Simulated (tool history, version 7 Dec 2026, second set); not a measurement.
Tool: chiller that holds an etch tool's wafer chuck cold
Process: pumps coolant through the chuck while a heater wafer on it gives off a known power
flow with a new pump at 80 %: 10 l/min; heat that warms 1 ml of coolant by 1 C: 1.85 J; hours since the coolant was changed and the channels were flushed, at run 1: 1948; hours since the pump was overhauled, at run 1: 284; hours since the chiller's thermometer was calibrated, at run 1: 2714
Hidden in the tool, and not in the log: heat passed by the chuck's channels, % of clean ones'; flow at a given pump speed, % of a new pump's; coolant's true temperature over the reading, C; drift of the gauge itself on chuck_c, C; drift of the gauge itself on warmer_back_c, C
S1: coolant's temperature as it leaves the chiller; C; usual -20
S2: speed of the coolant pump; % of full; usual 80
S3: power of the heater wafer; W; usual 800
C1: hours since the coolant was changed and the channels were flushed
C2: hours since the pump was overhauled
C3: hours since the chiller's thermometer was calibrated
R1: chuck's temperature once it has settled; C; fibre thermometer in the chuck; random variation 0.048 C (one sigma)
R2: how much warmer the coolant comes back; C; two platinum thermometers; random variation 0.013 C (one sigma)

run,hour,S1,S2,S3,C1,C2,C3,R1,R2
1,0.0,-20,80,800,1948,284,2714,-14.17,2.62
2,19.9,-20,80,800,1968,304,2734,-14.13,2.63
3,34.3,-20,80,800,1982,319,2749,-14.18,2.60
4,54.8,-20,80,800,2003,339,2769,-14.11,2.63
5,75.3,-20,80,800,2023,360,2790,-14.11,2.62
6,104.2,-20,80,800,2052,389,2819,-14.11,2.61
7,122.1,-20,80,800,2070,407,2837,-14.09,2.62
# hour 143.6: chiller's thermometer calibrated
8,147.1,-19,80,800,2094,431,3,-13.64,2.65
9,178.9,-20,80,800,2126,462,35,-14.77,2.61
10,202.4,-20,80,800,2149,486,59,-14.64,2.61
11,233.8,-20,80,495,2181,517,90,-16.84,1.64
12,255.5,-20,80,495,2203,539,112,-16.78,1.62
13,271.7,-20,80,495,2219,555,128,-16.75,1.61
14,287.7,-20,60,800,2235,571,144,-13.51,3.57
15,311.9,-20,60,800,2259,595,168,-13.37,3.58
16,337.5,-20,60,800,2285,621,194,-13.39,3.58
17,365.6,-20,60,800,2313,649,222,-13.44,3.59
18,398.7,-29,60,530,2346,682,255,-24.56,2.36
19,418.6,-20,68,800,2366,702,275,-14.00,3.13
20,433.7,-20,89,594,2381,717,290,-16.28,1.75
21,447.3,-20,96,594,2394,731,304,-16.42,1.61
22,469.0,-28,96,594,2416,753,325,-24.48,1.59
23,484.9,-14,80,559,2432,768,341,-10.26,1.87
24,516.1,-11,81,763,2463,800,372,-5.89,2.48
25,546.8,-11,81,763,2494,830,403,-5.89,2.45
26,574.7,-20,81,698,2522,858,431,-15.29,2.28
27,588.9,-22,96,638,2536,872,445,-18.27,1.71
28,607.9,-17,92,638,2555,891,464,-13.14,1.79
29,632.2,-17,66,632,2579,916,489,-12.14,2.56
30,647.9,-20,61,800,2595,931,504,-13.40,3.52
31,671.4,-20,68,800,2618,955,528,-13.92,3.10

4 ways to go on from here, each from the tool as it stands after run 31. What would each give?
A,685.8,-17,79,511,2633,969,542,?,?
B,685.8,-12,80,800,2633,969,542,?,?
C,685.8,-20,62,431,2633,969,542,?,?
D,685.8,-20,80,1015,2633,969,542,?,?

run,R1,R2
A,-13.50,1.69
B,-6.72,2.63
C,-16.51,1.86
D,-13.13,3.35
Without the tool's hidden state the same runs would have given:
run,R1,R2
A,-13.69,1.67
B,-6.99,2.59
C,-16.69,1.83
D,-13.47,3.30
